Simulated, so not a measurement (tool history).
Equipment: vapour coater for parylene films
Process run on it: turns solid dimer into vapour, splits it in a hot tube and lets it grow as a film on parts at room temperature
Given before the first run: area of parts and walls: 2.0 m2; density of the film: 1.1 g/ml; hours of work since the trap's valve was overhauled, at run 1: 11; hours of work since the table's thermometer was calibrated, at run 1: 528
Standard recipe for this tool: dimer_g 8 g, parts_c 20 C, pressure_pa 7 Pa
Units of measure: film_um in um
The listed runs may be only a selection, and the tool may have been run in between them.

run,hour,dimer_g,parts_c,pressure_pa,hours of work since the trap's valve was overhauled,hours of work since the table's thermometer was calibrated,film_um
1,0,8,20,7,11,528,2.12
2,28.1,8,20,7,36,553,2.11
3,46.6,8,20,7,52,569,2.1
4,67.3,8,20,7,70,587,2.08
5,101.4,8,20,7,100,617,2.06
6,116.1,8,20,7,113,630,2.02
7,137.7,8,20,7,131,648,2.05
8,162.9,8,17,7,153,670,2.21
9,189.7,8,24,7,177,694,1.86
10,216.1,8,24,2.67,200,717,2.04
# hour 233.7: trap's valve overhauled
11,242.8,8,20,7,8,736,2.13
12,262.7,8,20,7.87,25,754,2.12
13,283.3,8,20,7.87,43,772,2.07
14,299.2,8,20,7,57,786,2.12
15,327.9,8,20,7,82,811,2.06
16,346.8,8,20,7,99,827,2.1
17,363.9,8,20,7,113,842,2.08
18,394,8,20,7,140,868,2.04
19,415.8,8,20,7,159,887,2.03
20,444.5,8,20,5.58,184,912,2.03
21,462.7,8,20,5.58,200,928,2.09
# hour 480.2: trap's valve overhauled
22,498,8,20,6.16,16,955,2.22
23,520.7,8,20,7,35,975,2.1
24,538.6,7,29,4.41,51,991,1.59
25,570.9,8,32,5.9,79,1019,1.67
26,596.6,8,32,5.9,101,1041,1.65
27,614.5,12,15,7,117,1057,3.54
28,638.5,13,19,7,138,1078,3.42
# hour 645.6: table's thermometer calibrated
29,656.5,7,25,7,153,9,1.54
30,673.2,4,29,7,167,24,0.79
31,702.7,8,14,2.47,193,50,2.55
32,721.9,8,14,2.47,210,66,2.53
# hour 728.6: trap's valve overhauled
33,748.4,13,26,8.66,17,86,2.88
34,777.7,8,22,8.66,43,112,1.94
35,812.6,11,13,2.28,73,142,3.81
36,847,11,13,2.28,103,172,3.71
37,870,3,21,11.56,123,192,0.71
38,885.6,6,29,8.77,137,206,1.23
39,909.9,6,29,8.77,158,227,1.17
40,933.6,6,29,8.77,179,247,1.19
41,948,13,12,8.77,191,260,3.77
42,969.7,13,13,7,210,279,3.78
# hour 975.4: trap's valve overhauled
43,988.2,13,13,7,11,292,3.97
44,1011.4,5,25,3.6,31,312,1.26
45,1034.8,8,25,9.06,52,332,1.82
46,1067.1,5,20,9.73,80,360,1.18

What if the next run were any one of these 5? Each begins from the tool's condition after run 46:
A,1088.7,6,24,2.52,99,379,?
B,1088.7,3,29,9.9,99,379,?
C,1088.7,3,20,4.16,99,379,?
D,1088.7,4,17,11.05,99,379,?
E,1088.7,11,20,4.77,99,379,?

run,film_um
A,1.59
B,0.6
C,0.8
D,1.02
E,2.91
What these runs would have given with no unlogged condition in the tool:
run,film_um
A,1.63
B,0.61
C,0.82
D,1.05
E,2.97
